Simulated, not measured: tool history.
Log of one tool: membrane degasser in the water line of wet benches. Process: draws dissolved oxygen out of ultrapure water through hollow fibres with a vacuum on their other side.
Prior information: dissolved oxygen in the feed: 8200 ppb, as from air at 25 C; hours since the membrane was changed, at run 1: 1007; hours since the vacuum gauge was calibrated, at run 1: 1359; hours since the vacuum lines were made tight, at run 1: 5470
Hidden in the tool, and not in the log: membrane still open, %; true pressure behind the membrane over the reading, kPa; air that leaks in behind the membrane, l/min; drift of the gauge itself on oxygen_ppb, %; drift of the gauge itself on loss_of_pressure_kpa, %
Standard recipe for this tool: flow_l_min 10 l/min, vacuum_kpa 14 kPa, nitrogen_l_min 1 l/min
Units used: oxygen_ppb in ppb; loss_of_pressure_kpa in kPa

run,day,flow_l_min,vacuum_kpa,nitrogen_l_min,hours since the membrane was changed,hours since the vacuum gauge was calibrated,hours since the vacuum lines were made tight,oxygen_ppb,loss_of_pressure_kpa
1,0,10,14,1,1007,1359,5470,365.3,38.48
2,1.475,10,14,1,1042,1395,5506,361.8,38.81
3,4.871,10,14,1,1124,1476,5587,364,38.69
# day 5.942: seals of the vacuum lines changed
4,7.708,10,14,1.39,1190,1542,42,293.6,38.7
5,11.175,10,17,1,1273,1625,126,420.9,38.56
6,14.533,10,19.1,1,1354,1706,206,464,38.85
7,16.825,10,14,1,1409,1761,261,363,38.66
8,19.238,13,14,1,1467,1819,319,471.8,50.39
9,21.996,13,14,1,1533,1885,385,475.3,50.33
10,23.583,10,14,1.82,1571,1923,423,252.3,38.68
11,26.354,10,14,1.82,1637,1990,490,256.7,38.84
12,28.762,10,14,1.82,1695,2048,548,254.2,38.59
13,31.975,10,14,1.82,1772,2125,625,260.3,38.94
14,34.229,10,14,0.61,1826,2179,679,495.1,38.72
15,36.712,10,14,0.61,1886,2238,739,490.7,38.94
16,39.338,10,31.8,1,1949,2301,801,731.4,39.08
17,41.05,10,14.7,1,1990,2342,843,374.8,38.98
18,44.192,10,14.7,1,2065,2418,918,384.2,38.82
19,47.071,10,31.2,2.15,2135,2487,987,427.8,39.25
20,48.55,7,21.4,0.53,2170,2522,1023,596.7,27.18
21,50.662,13,16.2,2.3,2221,2573,1073,340,50.26
22,52.579,13,16.2,2.3,2267,2619,1119,345.9,50.44
23,55.617,10,11.9,1.72,2340,2692,1192,242,38.81
24,58.467,7,26.1,0.81,2408,2760,1261,515.3,27.52
25,60.488,11,32.7,0.98,2457,2809,1309,856.7,43.03
26,62.142,10,32.3,0.51,2496,2849,1349,1235.1,39.34
27,65.692,8,32.3,2.67,2582,2934,1434,290.5,31.34
28,68.462,8,32.3,2.67,2648,3000,1501,290.6,31.32
29,70.688,11,17.7,2.44,2701,3054,1554,293.9,42.9
30,73.75,11,14,0.94,2775,3127,1627,425.1,43.24
31,76.396,14,16.1,0.47,2838,3191,1691,920.9,55.35
32,78.267,8,28.9,1,2883,3236,1736,554.9,31.47

Expected results for the next run?
33,79.771,8,22.6,1.29,2919,3272,1772,?,?

Run 33 yielded oxygen_ppb 373.1 ppb, loss_of_pressure_kpa 31.69 kPa.
Were there no unlogged condition in the tool, this run, its random variation unchanged, would have produced oxygen_ppb 355.8 ppb, loss_of_pressure_kpa 30.62 kPa.
